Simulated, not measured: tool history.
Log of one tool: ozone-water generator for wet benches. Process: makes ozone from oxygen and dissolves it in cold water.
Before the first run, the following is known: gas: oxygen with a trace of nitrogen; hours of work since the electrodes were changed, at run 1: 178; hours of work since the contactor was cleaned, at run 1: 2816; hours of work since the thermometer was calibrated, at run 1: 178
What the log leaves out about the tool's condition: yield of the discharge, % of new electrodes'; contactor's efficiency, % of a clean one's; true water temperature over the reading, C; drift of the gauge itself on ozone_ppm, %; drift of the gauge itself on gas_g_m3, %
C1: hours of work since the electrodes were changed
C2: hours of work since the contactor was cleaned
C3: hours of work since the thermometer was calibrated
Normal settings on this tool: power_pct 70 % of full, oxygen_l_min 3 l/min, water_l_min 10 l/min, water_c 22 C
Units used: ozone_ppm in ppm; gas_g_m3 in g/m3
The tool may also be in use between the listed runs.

Run 1, hour 0: usual settings; C1 178; C2 2816; C3 178. Result: ozone_ppm 23.5 ppm, gas_g_m3 249.6 g/m3.
Run 2, hour 37.7: usual settings; C1 207; C2 2845; C3 207. Result: ozone_ppm 23.5 ppm, gas_g_m3 246.2 g/m3.
Run 3, hour 69.8: usual settings but oxygen_l_min 2.25 l/min; C1 232; C2 2870; C3 232. Result: ozone_ppm 23.2 ppm, gas_g_m3 280.6 g/m3.
Run 4, hour 112.8: usual settings but oxygen_l_min 2.25 l/min; C1 265; C2 2904; C3 265. Result: ozone_ppm 23.2 ppm, gas_g_m3 282.4 g/m3.
Run 5, hour 166.5: usual settings but oxygen_l_min 2.25 l/min; C1 307; C2 2945; C3 307. Result: ozone_ppm 23.2 ppm, gas_g_m3 283.7 g/m3.
Run 6, hour 217.8: usual settings but water_l_min 8 l/min; C1 347; C2 2985; C3 347. Result: ozone_ppm 27.5 ppm, gas_g_m3 242.7 g/m3.
Run 7, hour 269.5: usual settings but water_l_min 8 l/min; C1 387; C2 3026; C3 387. Result: ozone_ppm 27.6 ppm, gas_g_m3 245.7 g/m3.
Run 8, hour 300.3: usual settings; C1 411; C2 3050; C3 411. Result: ozone_ppm 23.6 ppm, gas_g_m3 243.8 g/m3.
Run 9, hour 329.9: usual settings but oxygen_l_min 2.43 l/min; C1 435; C2 3073; C3 435. Result: ozone_ppm 23.2 ppm, gas_g_m3 268.1 g/m3.
Run 10, hour 383.4: usual settings but oxygen_l_min 2.43 l/min; C1 476; C2 3114; C3 476. Result: ozone_ppm 23.7 ppm, gas_g_m3 269.4 g/m3.
Run 11, hour 430.3: usual settings but power_pct 52 % of full, oxygen_l_min 4.65 l/min; C1 513; C2 3151; C3 513. Result: ozone_ppm 18.7 ppm, gas_g_m3 161.6 g/m3.
Run 12, hour 467.4: usual settings but oxygen_l_min 2.27 l/min; C1 542; C2 3180; C3 542. Result: ozone_ppm 23.1 ppm, gas_g_m3 278.5 g/m3.
Run 13, hour 492.2: usual settings but power_pct 57 % of full, oxygen_l_min 3.61 l/min, water_l_min 13 l/min, water_c 25 C; C1 561; C2 3199; C3 561. Result: ozone_ppm 15.9 ppm, gas_g_m3 194 g/m3.
Run 14, hour 535.9: usual settings but power_pct 65 % of full, oxygen_l_min 4.64 l/min, water_l_min 7 l/min, water_c 23 C; C1 595; C2 3233; C3 595. Result: ozone_ppm 25.8 ppm, gas_g_m3 187.9 g/m3.
Run 15, hour 586.5: usual settings but power_pct 51 % of full, oxygen_l_min 2.51 l/min, water_l_min 7 l/min, water_c 20 C; C1 635; C2 3273; C3 635. Result: ozone_ppm 24.6 ppm, gas_g_m3 209.6 g/m3.
Run 16, hour 632.8: usual settings but power_pct 51 % of full, oxygen_l_min 2.51 l/min, water_l_min 7 l/min, water_c 20 C; C1 671; C2 3309; C3 671. Result: ozone_ppm 24.8 ppm, gas_g_m3 212 g/m3.
Run 17, hour 676.6: usual settings but power_pct 51 % of full, oxygen_l_min 2.51 l/min, water_l_min 7 l/min, water_c 20 C; C1 705; C2 3343; C3 705. Result: ozone_ppm 24.6 ppm, gas_g_m3 210.9 g/m3.
Run 18, hour 714.4: usual settings but water_l_min 14 l/min; C1 734; C2 3372; C3 734. Result: ozone_ppm 18.3 ppm, gas_g_m3 241 g/m3.
Run 19, hour 767.4: usual settings but power_pct 97 % of full, oxygen_l_min 5.29 l/min, water_l_min 14 l/min, water_c 26 C; C1 775; C2 3414; C3 775. Result: ozone_ppm 21.1 ppm, gas_g_m3 231.3 g/m3.
Run 20, hour 803.1: usual settings but power_pct 97 % of full, oxygen_l_min 5.29 l/min, water_l_min 14 l/min, water_c 26 C; C1 803; C2 3441; C3 803. Result: ozone_ppm 21.5 ppm, gas_g_m3 232.3 g/m3.

Selected run-to-run steps in gas_g_m3, each split into two signed amounts: the part the tool would show with no hidden state at all (from settings, incoming material and random variation), and the remainder, which goes to the hidden state together with any gauge scatter not common to the measured and the hidden-state-free results:
Run 10 -> 11: power_pct 70 -> 52, oxygen_l_min 2.43 -> 4.65. gas_g_m3 -107.8 g/m3: hidden state +1, all else -108.8.
Run 11 -> 12: power_pct 52 -> 70, oxygen_l_min 4.65 -> 2.27. gas_g_m3 +116.9 g/m3: hidden state -1.9, all else +118.8.
Run 12 -> 13: power_pct 70 -> 57, oxygen_l_min 2.27 -> 3.61, water_l_min 10 -> 13, water_c 22 -> 25. gas_g_m3 -84.5 g/m3: hidden state +1.1, all else -85.6.

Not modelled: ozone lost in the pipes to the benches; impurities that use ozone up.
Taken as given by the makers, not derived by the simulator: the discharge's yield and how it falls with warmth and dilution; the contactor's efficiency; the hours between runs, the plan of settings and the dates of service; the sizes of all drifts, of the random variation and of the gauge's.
